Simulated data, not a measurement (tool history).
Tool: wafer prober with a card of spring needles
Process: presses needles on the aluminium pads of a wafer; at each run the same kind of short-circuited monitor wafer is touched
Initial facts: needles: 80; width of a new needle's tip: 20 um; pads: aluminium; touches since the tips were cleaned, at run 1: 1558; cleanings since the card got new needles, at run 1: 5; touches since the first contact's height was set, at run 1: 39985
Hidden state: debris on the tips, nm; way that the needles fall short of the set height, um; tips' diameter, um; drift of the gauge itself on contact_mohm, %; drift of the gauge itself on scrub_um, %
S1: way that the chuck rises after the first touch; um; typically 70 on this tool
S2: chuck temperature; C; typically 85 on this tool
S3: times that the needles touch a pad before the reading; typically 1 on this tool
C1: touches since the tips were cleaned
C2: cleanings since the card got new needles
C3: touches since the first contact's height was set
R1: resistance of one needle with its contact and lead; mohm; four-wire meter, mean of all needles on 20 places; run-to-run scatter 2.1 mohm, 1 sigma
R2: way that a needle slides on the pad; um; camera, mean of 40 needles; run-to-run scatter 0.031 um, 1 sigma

run   hour  S1   S2  S3    C1  C2      C3   R1     R2
  1      0  70   85   1  1558   5   39985  273  19.28
  2    7.7  70   85   1  5038   5   43465  308  19.28
      11.6  -- tips cleaned on abrasive film
  3   14.3  70   85   1  1229   6   46377  266   19.3
  4   21.8  70   85   1  4620   6   49768  308  19.26
      26.5  -- tips cleaned on abrasive film
  5   26.5  70   85   1     0   7   51827  245  19.34
  6     33  70   85   2  2913   7   54740  266  19.22
      41.4  -- tips cleaned on abrasive film
  7   42.7  70   85   2   599   8   59084  247  19.22
  8   50.1  70   85   2  3932   8   62417  275  19.27
      56.3  -- tips cleaned on abrasive film
  9   58.7  69   85   1  1080   9   66233  266  18.97
 10   62.7  70   31   1  2914   9   68067  283  19.25
 11   66.8  70   31   1  4722   9   69875  305  19.22
      70.8  -- tips cleaned on abrasive film
 12   76.5  70   29   1  2560  10   74224  279   19.2
 13   84.7  70   28   3  6231  10   77895  254  19.13
      85.4  -- tips cleaned on abrasive film
 14   91.3  68   85   1  2666  11   80856  297   18.7
 15     96  79   85   1  4767  11   82957  291  21.67
     100.5  -- tips cleaned on abrasive film
 16  102.5  58   85   1   891  12   85838  277  15.81
 17  109.7  58   85   1  4157  12   89104  339  15.83
     115.1  -- tips cleaned on abrasive film
 18  117.8  58   85   1  1204  13   92666  284  15.83
 19  125.9  58   85   1  4862  13   96324  350  15.82
     129.9  -- tips cleaned on abrasive film
 20  135.5  71   46   2  2565  14  100636  253  19.46
 21  140.5  51  104   1  4777  14  102848  377  13.86
     144.6  -- tips cleaned on abrasive film
 22  147.6  55   32   2  1357  15  106005  258     15
 23  154.4  70   58   2  4447  15  109095  273  19.19
 24  158.5  70   58   2  6303  15  110951  284   19.1

Alternative continuations, all from the tool just after run 24; predict every row:
     159.2  -- tips cleaned on abrasive film
  A  165.1  62  37   1  2673  16  113857   ?   ?
     159.2  -- tips cleaned on abrasive film
  B  165.1  72  58   2  2673  16  113857   ?   ?
     159.2  -- tips cleaned on abrasive film
  C  165.1  60  33   2  2673  16  113857   ?   ?
     159.2  -- tips cleaned on abrasive film
  D  165.1  84  85   2  2673  16  113857   ?   ?
     159.2  -- tips cleaned on abrasive film
  E  165.1  70  85   2  2673  16  113857   ?   ?

run   R1     R2
  A  298  16.91
  B  257  19.64
  C  272  16.37
  D  254     23
  E  265  19.12
Without the tool's unlogged condition, the same runs would have read:
run   R1     R2
  A  223   17.2
  B  224  19.93
  C  223  16.66
  D  230  23.29
  E  231  19.41
